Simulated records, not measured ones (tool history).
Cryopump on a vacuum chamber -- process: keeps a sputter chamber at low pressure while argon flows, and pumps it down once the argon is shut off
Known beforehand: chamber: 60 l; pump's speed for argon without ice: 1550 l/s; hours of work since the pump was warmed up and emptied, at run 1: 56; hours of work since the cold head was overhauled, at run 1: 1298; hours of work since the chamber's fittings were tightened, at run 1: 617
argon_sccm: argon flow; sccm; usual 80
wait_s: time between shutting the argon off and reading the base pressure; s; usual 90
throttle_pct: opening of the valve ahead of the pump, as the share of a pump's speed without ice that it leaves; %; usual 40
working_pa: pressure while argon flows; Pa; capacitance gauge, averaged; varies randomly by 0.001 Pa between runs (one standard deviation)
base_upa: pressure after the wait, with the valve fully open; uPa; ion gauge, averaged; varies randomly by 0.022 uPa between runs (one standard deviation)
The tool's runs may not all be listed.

run    hour  argon_sccm  wait_s  throttle_pct  hours of work since the pump was warmed up and emptied  hours of work since the cold head was overhauled  hours of work since the chamber's fittings were tightened  working_pa  base_upa
  1       0          80      90            40                                                      56                                              1298                                                        617      0.2255      0.89
  2    48.7          80      90            40                                                      93                                              1335                                                        654      0.2265      0.88
  3     114          80      90            37                                                     141                                              1383                                                        702      0.2476      0.97
  4   213.3          80     282            40                                                     215                                              1457                                                        776      0.2401      0.78
  5   298.8         122      90            40                                                     279                                              1521                                                        840      0.3777      1.12
  6   390.4          80      90            40                                                     348                                              1589                                                        908      0.2563      1.22
      443.4  -- pump warmed up, emptied and cooled again
  7     485          61      90            40                                                      31                                              1656                                                        975       0.167      1.01
  8   534.2          61      90            40                                                      68                                              1693                                                       1012      0.1712      1.09
  9   646.9          61      90            40                                                     152                                              1777                                                       1096      0.1792      1.14
 10   767.3          61      90            40                                                     241                                              1867                                                       1186      0.1843      1.26
 11   842.3          42      90            40                                                     297                                              1923                                                       1241        0.13       1.4
      967.3  -- pump warmed up, emptied and cooled again
 12   968.6          42      90            41                                                       1                                              2013                                                       1332      0.1128      1.13
      980.9  -- leaking fittings of the chamber tightened, without venting
 13  1087.5          42      90            41                                                      88                                              2100                                                         80      0.1161      0.68
 14  1205.8          80     170            40                                                     176                                              2188                                                        168      0.2331      0.56
 15  1307.5          80     170            40                                                     252                                              2264                                                        243      0.2405      0.66
 16  1392.6          80     170            40                                                     316                                              2328                                                        307        0.25      0.75
 17  1445.3         116      76            33                                                     355                                              2367                                                        346      0.4385      1.01
     1485.7  -- pump warmed up, emptied and cooled again
 18  1511.1          40     145            55                                                      19                                              2412                                                        392      0.0816      0.65
 19    1629          32     142            21                                                     107                                              2500                                                        479      0.1718      0.74
 20  1690.8          80      29            40                                                     153                                              2546                                                        526      0.2326      1.66
 21  1752.1          35      29            19                                                     199                                              2592                                                        571      0.2093      1.83
 22  1863.4          80     198            40                                                     282                                              2675                                                        654      0.2475      0.82
 23  1946.4         149     165            52                                                     344                                              2737                                                        716      0.3835      0.95
     2006.3  -- pump warmed up, emptied and cooled again
 24  2006.3         149     165            52                                                       0                                              2778                                                        757      0.3184      0.74
 25  2091.5         149     165            52                                                      63                                              2841                                                        821      0.3239      0.88
 26  2207.7          46      37            21                                                     150                                              2928                                                        907      0.2466      1.63
 27    2283          36      33            51                                                     206                                              2984                                                        963      0.0843      1.82
 28  2388.4          36      33            48                                                     285                                              3063                                                       1042      0.0941      1.99
 29  2460.7          36      33            48                                                     339                                              3116                                                       1096      0.0981      1.97
     2522.7  -- pump warmed up, emptied and cooled again
 30  2523.8          96      33            48                                                       1                                              3160                                                       1139      0.2215       1.7
 31  2573.8          96      33            48                                                      38                                              3197                                                       1176      0.2245      1.79
 32  2691.2          96      33            48                                                     126                                              3285                                                       1264      0.2354      1.94

What if the next run were any one of these 5? Each begins from the tool's condition after run 32:
  A  2781.6          96     159            48                                                     193                                              3352                                                       1331           ?         ?
  B  2781.6          96      33            48                                                     193                                              3352                                                       1331           ?         ?
  C  2781.6         149      33            48                                                     193                                              3352                                                       1331           ?         ?
  D  2781.6          96     137            48                                                     193                                              3352                                                       1331           ?         ?
  E  2781.6         100      90            40                                                     193                                              3352                                                       1331           ?         ?

run  working_pa  base_upa
  A       0.239      1.14
  B      0.2429      1.97
  C      0.3735      2.03
  D      0.2425      1.18
  E      0.2992      1.26
What these runs would have given with no unlogged condition in the tool:
run  working_pa  base_upa
  A      0.2156      0.41
  B      0.2192      1.27
  C       0.337       1.3
  D      0.2188      0.45
  E      0.2744      0.54

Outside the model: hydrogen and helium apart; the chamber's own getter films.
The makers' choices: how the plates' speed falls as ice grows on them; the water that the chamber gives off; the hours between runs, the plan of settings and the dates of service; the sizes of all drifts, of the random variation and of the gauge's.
